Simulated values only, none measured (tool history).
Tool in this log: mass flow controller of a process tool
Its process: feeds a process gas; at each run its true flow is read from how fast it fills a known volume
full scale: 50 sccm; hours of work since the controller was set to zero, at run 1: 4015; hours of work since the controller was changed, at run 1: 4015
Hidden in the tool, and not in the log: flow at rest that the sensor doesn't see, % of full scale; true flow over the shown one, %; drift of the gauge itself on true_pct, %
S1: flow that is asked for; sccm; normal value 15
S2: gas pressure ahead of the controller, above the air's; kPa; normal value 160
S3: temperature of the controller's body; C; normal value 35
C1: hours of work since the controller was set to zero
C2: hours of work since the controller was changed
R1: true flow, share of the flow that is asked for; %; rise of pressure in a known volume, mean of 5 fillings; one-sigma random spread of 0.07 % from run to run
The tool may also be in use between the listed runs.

{"run": 1, "hour": 0.0, "S1": 15, "S2": 160, "S3": 35, "C1": 4015, "C2": 4015, "R1": 95.34}
{"run": 2, "hour": 188.0, "S1": 11, "S2": 160, "S3": 35, "C1": 4116, "C2": 4116, "R1": 93.92}
{"run": 3, "hour": 297.3, "S1": 11, "S2": 160, "S3": 35, "C1": 4175, "C2": 4175, "R1": 93.94}
{"run": 4, "hour": 528.5, "S1": 11, "S2": 160, "S3": 35, "C1": 4299, "C2": 4299, "R1": 93.95}
{"run": 5, "hour": 685.6, "S1": 11, "S2": 160, "S3": 35, "C1": 4383, "C2": 4383, "R1": 93.64}
{"run": 6, "hour": 924.2, "S1": 11, "S2": 160, "S3": 35, "C1": 4511, "C2": 4511, "R1": 93.59}
{"run": 7, "hour": 1139.2, "S1": 11, "S2": 160, "S3": 35, "C1": 4627, "C2": 4627, "R1": 93.38}
{"run": 8, "hour": 1319.3, "S1": 15, "S2": 160, "S3": 35, "C1": 4724, "C2": 4724, "R1": 94.89}
{"run": 9, "hour": 1538.8, "S1": 15, "S2": 160, "S3": 25, "C1": 4841, "C2": 4841, "R1": 93.77}
{"run": 10, "hour": 1676.6, "S1": 15, "S2": 160, "S3": 25, "C1": 4915, "C2": 4915, "R1": 93.71}
{"run": 11, "hour": 1773.8, "S1": 15, "S2": 160, "S3": 25, "C1": 4968, "C2": 4968, "R1": 93.67}
{"run": 12, "hour": 1874.5, "S1": 15, "S2": 160, "S3": 25, "C1": 5022, "C2": 5022, "R1": 93.64}
{"run": 13, "hour": 2060.9, "S1": 15, "S2": 160, "S3": 25, "C1": 5122, "C2": 5122, "R1": 93.54}
{"run": 14, "hour": 2270.9, "S1": 15, "S2": 160, "S3": 25, "C1": 5235, "C2": 5235, "R1": 93.29}
{"run": 15, "hour": 2416.2, "S1": 15, "S2": 160, "S3": 25, "C1": 5313, "C2": 5313, "R1": 93.42}
{"run": 16, "hour": 2540.5, "S1": 16, "S2": 207, "S3": 21, "C1": 5379, "C2": 5379, "R1": 92.98}
{"run": 17, "hour": 2741.8, "S1": 16, "S2": 207, "S3": 21, "C1": 5488, "C2": 5488, "R1": 92.96}
{"run": 18, "hour": 2916.4, "S1": 27, "S2": 269, "S3": 23, "C1": 5581, "C2": 5581, "R1": 95.04}
{"run": 19, "hour": 3067.4, "S1": 7, "S2": 269, "S3": 38, "C1": 5662, "C2": 5662, "R1": 88.69}
{"run": 20, "hour": 3284.6, "S1": 7, "S2": 269, "S3": 38, "C1": 5779, "C2": 5779, "R1": 88.61}
{"run": 21, "hour": 3478.2, "S1": 7, "S2": 269, "S3": 38, "C1": 5883, "C2": 5883, "R1": 88.48}
{"run": 22, "hour": 3687.8, "S1": 16, "S2": 226, "S3": 38, "C1": 5996, "C2": 5996, "R1": 94.14}
{"run": 23, "hour": 3799.1, "S1": 16, "S2": 226, "S3": 38, "C1": 6055, "C2": 6055, "R1": 94.17}
{"run": 24, "hour": 3969.3, "S1": 6, "S2": 165, "S3": 25, "C1": 6147, "C2": 6147, "R1": 85.72}
{"hour": 4047.7, "done": "controller's zero set anew"}
{"run": 25, "hour": 4162.2, "S1": 9, "S2": 250, "S3": 35, "C1": 61, "C2": 6250, "R1": 96.94}

The next listed run, before its measurement:
{"run": 26, "hour": 4313.4, "S1": 9, "S2": 250, "S3": 35, "C1": 143, "C2": 6331, "R1": "?"}

For run 26 the tool returned R1 96.88 %.
With no hidden state in the tool, this same run would have given R1 97.88 %.
